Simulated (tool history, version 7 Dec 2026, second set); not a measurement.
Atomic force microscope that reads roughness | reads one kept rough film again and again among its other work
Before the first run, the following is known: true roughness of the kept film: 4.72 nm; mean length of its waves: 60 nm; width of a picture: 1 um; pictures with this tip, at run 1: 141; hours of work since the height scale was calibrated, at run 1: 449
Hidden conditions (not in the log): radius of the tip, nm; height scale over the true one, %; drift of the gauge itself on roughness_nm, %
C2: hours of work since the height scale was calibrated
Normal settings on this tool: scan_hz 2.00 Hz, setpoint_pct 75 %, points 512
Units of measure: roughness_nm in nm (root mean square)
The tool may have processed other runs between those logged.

run 1 hour=0.0 | scan_hz=2.00 setpoint_pct=75 points=512 | pictures_with_this_tip=141 C2=449 | roughness_nm=3.921
run 2 hour=26.7 | scan_hz=1.14 setpoint_pct=75 points=512 | pictures_with_this_tip=162 C2=462 | roughness_nm=4.145
run 3 hour=48.2 | scan_hz=0.75 setpoint_pct=75 points=512 | pictures_with_this_tip=179 C2=472 | roughness_nm=4.208
run 4 hour=73.9 | scan_hz=0.75 setpoint_pct=75 points=512 | pictures_with_this_tip=198 C2=484 | roughness_nm=4.219
-- hour=98.2 new tip fitted
run 5 hour=98.4 | scan_hz=2.00 setpoint_pct=75 points=512 | pictures_with_this_tip=0 C2=496 | roughness_nm=4.065
run 6 hour=130.8 | scan_hz=2.00 setpoint_pct=75 points=512 | pictures_with_this_tip=25 C2=511 | roughness_nm=4.027
run 7 hour=157.7 | scan_hz=2.00 setpoint_pct=75 points=512 | pictures_with_this_tip=46 C2=524 | roughness_nm=4.010
run 8 hour=190.0 | scan_hz=2.00 setpoint_pct=75 points=1011 | pictures_with_this_tip=71 C2=539 | roughness_nm=4.003
run 9 hour=221.7 | scan_hz=2.00 setpoint_pct=75 points=512 | pictures_with_this_tip=96 C2=555 | roughness_nm=3.961
run 10 hour=244.6 | scan_hz=2.00 setpoint_pct=75 points=862 | pictures_with_this_tip=113 C2=566 | roughness_nm=3.981
run 11 hour=267.1 | scan_hz=2.00 setpoint_pct=75 points=862 | pictures_with_this_tip=131 C2=576 | roughness_nm=3.972
run 12 hour=285.7 | scan_hz=2.00 setpoint_pct=75 points=862 | pictures_with_this_tip=145 C2=585 | roughness_nm=3.938
run 13 hour=318.1 | scan_hz=2.00 setpoint_pct=75 points=862 | pictures_with_this_tip=170 C2=601 | roughness_nm=3.898
run 14 hour=342.6 | scan_hz=2.00 setpoint_pct=75 points=280 | pictures_with_this_tip=189 C2=612 | roughness_nm=3.878
run 15 hour=368.2 | scan_hz=2.00 setpoint_pct=75 points=280 | pictures_with_this_tip=209 C2=624 | roughness_nm=3.872
-- hour=379.4 new tip fitted
run 16 hour=397.9 | scan_hz=0.72 setpoint_pct=89 points=280 | pictures_with_this_tip=15 C2=638 | roughness_nm=4.191
run 17 hour=420.0 | scan_hz=2.00 setpoint_pct=75 points=391 | pictures_with_this_tip=32 C2=649 | roughness_nm=4.050
run 18 hour=443.1 | scan_hz=1.01 setpoint_pct=62 points=734 | pictures_with_this_tip=50 C2=660 | roughness_nm=4.455
run 19 hour=463.4 | scan_hz=0.74 setpoint_pct=75 points=265 | pictures_with_this_tip=65 C2=670 | roughness_nm=4.348
run 20 hour=491.2 | scan_hz=0.74 setpoint_pct=75 points=265 | pictures_with_this_tip=87 C2=683 | roughness_nm=4.321
run 21 hour=521.0 | scan_hz=0.74 setpoint_pct=61 points=747 | pictures_with_this_tip=110 C2=697 | roughness_nm=4.433
run 22 hour=542.8 | scan_hz=0.74 setpoint_pct=61 points=747 | pictures_with_this_tip=127 C2=707 | roughness_nm=4.415
run 23 hour=571.6 | scan_hz=1.07 setpoint_pct=75 points=331 | pictures_with_this_tip=149 C2=721 | roughness_nm=4.172
run 24 hour=597.2 | scan_hz=2.00 setpoint_pct=65 points=271 | pictures_with_this_tip=169 C2=733 | roughness_nm=4.141
run 25 hour=617.4 | scan_hz=2.00 setpoint_pct=65 points=271 | pictures_with_this_tip=185 C2=743 | roughness_nm=4.134
run 26 hour=640.3 | scan_hz=2.00 setpoint_pct=82 points=356 | pictures_with_this_tip=203 C2=754 | roughness_nm=3.700
-- hour=659.4 new tip fitted
run 27 hour=672.5 | scan_hz=2.00 setpoint_pct=75 points=466 | pictures_with_this_tip=10 C2=769 | roughness_nm=4.040
run 28 hour=697.4 | scan_hz=2.00 setpoint_pct=75 points=466 | pictures_with_this_tip=29 C2=781 | roughness_nm=4.037
run 29 hour=715.4 | scan_hz=2.00 setpoint_pct=75 points=466 | pictures_with_this_tip=43 C2=789 | roughness_nm=4.030

How the hidden state differs across the entries between the runs, from the last listed run before each to the first after it:
In the gap between runs 4 and 5: new tip fitted (hour 98.2)
  radius of the tip, nm: 13.7 -> 5.2; height scale over the true one, %: 0.59 -> 0.61
  measured less the result without the state, roughness_nm: -0.159 -> +0.021 nm (root mean square)
In the gap between runs 15 and 16: new tip fitted (hour 379.4)
  radius of the tip, nm: 14 -> 5.6; height scale over the true one, %: 0.76 -> 0.78
  measured less the result without the state, roughness_nm: -0.144 -> +0.018 nm (root mean square)
In the gap between runs 26 and 27: new tip fitted (hour 659.4)
  radius of the tip, nm: 13.8 -> 5.8; height scale over the true one, %: 0.91 -> 0.93
  measured less the result without the state, roughness_nm: -0.130 -> +0.021 nm (root mean square)
